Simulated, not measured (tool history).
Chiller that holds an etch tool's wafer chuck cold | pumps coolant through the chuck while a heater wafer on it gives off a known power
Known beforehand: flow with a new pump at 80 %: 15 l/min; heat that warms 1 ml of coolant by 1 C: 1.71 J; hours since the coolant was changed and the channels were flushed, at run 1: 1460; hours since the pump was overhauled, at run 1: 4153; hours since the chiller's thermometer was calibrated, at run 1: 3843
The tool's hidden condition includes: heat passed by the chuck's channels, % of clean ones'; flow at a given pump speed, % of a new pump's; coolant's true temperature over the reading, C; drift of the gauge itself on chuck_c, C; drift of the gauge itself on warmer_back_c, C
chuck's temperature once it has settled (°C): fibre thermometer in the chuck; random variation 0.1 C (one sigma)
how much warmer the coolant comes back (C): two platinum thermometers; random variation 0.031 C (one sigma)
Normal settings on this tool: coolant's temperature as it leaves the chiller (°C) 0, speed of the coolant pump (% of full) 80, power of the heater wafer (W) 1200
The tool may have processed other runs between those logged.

run    hour  coolant's temperature as it leaves the chiller (°C)  speed of the coolant pump (% of full)  power of the heater wafer (W)  hours since the coolant was changed and the channels were flushed  hours since the pump was overhauled  hours since the chiller's thermometer was calibrated  chuck's temperature once it has settled (°C)  how much warmer the coolant comes back (C)
  1     0.0                                                    0                                     80                           1200                                                               1460                                 4153                                                  3843                                          11.7                                        2.94
  2   131.7                                                    0                                     80                           1200                                                               1591                                 4285                                                  3975                                          11.6                                        2.99
  3   260.6                                                    0                                     80                           1200                                                               1720                                 4413                                                  4104                                          11.5                                        2.93
  4   327.6                                                    0                                     61                           1200                                                               1787                                 4481                                                  4171                                          14.5                                        3.85
  5   421.0                                                    0                                     61                           1200                                                               1881                                 4574                                                  4264                                          14.4                                        3.88
  6   564.1                                                    0                                     98                           1200                                                               2024                                 4717                                                  4407                                           9.9                                        2.43
  7   636.4                                                    0                                     80                            780                                                               2096                                 4789                                                  4480                                           7.6                                        1.93
  8   745.7                                                    0                                     80                            780                                                               2205                                 4899                                                  4589                                           7.4                                        1.87
  9   904.7                                                    0                                     75                           1200                                                               2364                                 5058                                                  4748                                          12.5                                        3.14
 10   979.8                                                    2                                     80                           1548                                                               2439                                 5133                                                  4823                                          17.3                                        3.80
 11  1088.3                                                    2                                     80                           1548                                                               2548                                 5241                                                  4932                                          17.3                                        3.83
 12  1184.1                                                   -2                                     80                            787                                                               2644                                 5337                                                  5027                                           5.8                                        1.93
 13  1260.9                                                   -2                                     80                            787                                                               2720                                 5414                                                  5104                                           5.9                                        1.92
 14  1374.0                                                   -2                                     80                            787                                                               2834                                 5527                                                  5217                                           5.8                                        1.97
     1489.5  -- chiller's thermometer calibrated
 15  1489.5                                                    8                                     64                           1623                                                               2948                                 5641                                                     0                                          27.6                                        5.07
 16  1563.9                                                    0                                     80                            606                                                               3023                                 5716                                                    74                                           6.2                                        1.53
 17  1676.1                                                    0                                     84                           1016                                                               3135                                 5828                                                   187                                          10.2                                        2.43
 18  1779.3                                                    0                                     84                           1016                                                               3238                                 5931                                                   290                                          10.0                                        2.41

Predict each of these 5 candidate next runs independently; none follows another, all start after run 18:
  A  1858.8                                                    0                                     85                            658                                                               3317                                 6011                                                   369                                             ?                                           ?
  B  1858.8                                                   -8                                     80                           1200                                                               3317                                 6011                                                   369                                             ?                                           ?
  C  1858.8                                                   -7                                     80                           1200                                                               3317                                 6011                                                   369                                             ?                                           ?
  D  1858.8                                                   -7                                     84                            986                                                               3317                                 6011                                                   369                                             ?                                           ?
  E  1858.8                                                    1                                     97                           1457                                                               3317                                 6011                                                   369                                             ?                                           ?

run  chuck's temperature once it has settled (°C)  how much warmer the coolant comes back (C)
  A                                           6.4                                        1.53
  B                                           4.2                                        2.98
  C                                           5.2                                        2.94
  D                                           2.6                                        2.32
  E                                          13.8                                        2.95
The same runs, with their run-to-run variation unchanged, on a tool lacking any hidden condition would have given:
run  chuck's temperature once it has settled (°C)  how much warmer the coolant comes back (C)
  A                                           5.8                                        1.44
  B                                           3.0                                        2.80
  C                                           4.0                                        2.76
  D                                           1.6                                        2.18
  E                                          12.5                                        2.77

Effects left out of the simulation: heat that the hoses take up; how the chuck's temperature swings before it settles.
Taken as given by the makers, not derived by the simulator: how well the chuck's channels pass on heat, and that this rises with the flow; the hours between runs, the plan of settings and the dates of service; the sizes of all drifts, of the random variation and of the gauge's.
